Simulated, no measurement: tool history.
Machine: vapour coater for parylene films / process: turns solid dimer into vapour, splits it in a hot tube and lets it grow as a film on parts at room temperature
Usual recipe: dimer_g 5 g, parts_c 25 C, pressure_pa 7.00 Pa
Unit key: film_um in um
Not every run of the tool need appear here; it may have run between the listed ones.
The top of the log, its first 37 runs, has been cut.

| run | day | dimer_g | parts_c | pressure_pa | film_um |
|---|---|---|---|---|---|
| 38 | 20.479 | 6 | 31 | 3.14 | 2.20 |
| 39 | 20.975 | 6 | 31 | 3.14 | 2.13 |
| 40 | 21.358 | 6 | 31 | 3.14 | 2.12 |
| 41 | 21.896 | 8 | 20 | 5.15 | 4.56 |
| 42 | 22.279 | 5 | 26 | 4.93 | 2.19 |
| 43 | 22.821 | 5 | 28 | 7.00 | 1.96 |
| 44 | 23.296 | 5 | 28 | 4.60 | 1.98 |
| 45 | 23.783 | 2 | 22 | 7.00 | 1.03 |
| 46 | 24.558 | 4 | 20 | 6.17 | 2.25 |
| 47 | 24.875 | 2 | 31 | 5.24 | 0.68 |

Predict each of these 5 candidate next runs independently; none follows another, all start after run 47:
| A | 25.496 | 6 | 22 | 10.12 | ? |
| B | 25.496 | 2 | 32 | 5.24 | ? |
| C | 25.496 | 2 | 31 | 4.32 | ? |
| D | 25.496 | 5 | 25 | 6.58 | ? |
| E | 25.496 | 3 | 19 | 7.00 | ? |

| run | film_um |
|---|---|
| A | 2.94 |
| B | 0.61 |
| C | 0.62 |
| D | 2.23 |
| E | 1.76 |
With the hidden condition removed and each run's random variation left untouched, the same runs would have given:
| run | film_um |
|---|---|
| A | 3.19 |
| B | 0.66 |
| C | 0.67 |
| D | 2.42 |
| E | 1.90 |

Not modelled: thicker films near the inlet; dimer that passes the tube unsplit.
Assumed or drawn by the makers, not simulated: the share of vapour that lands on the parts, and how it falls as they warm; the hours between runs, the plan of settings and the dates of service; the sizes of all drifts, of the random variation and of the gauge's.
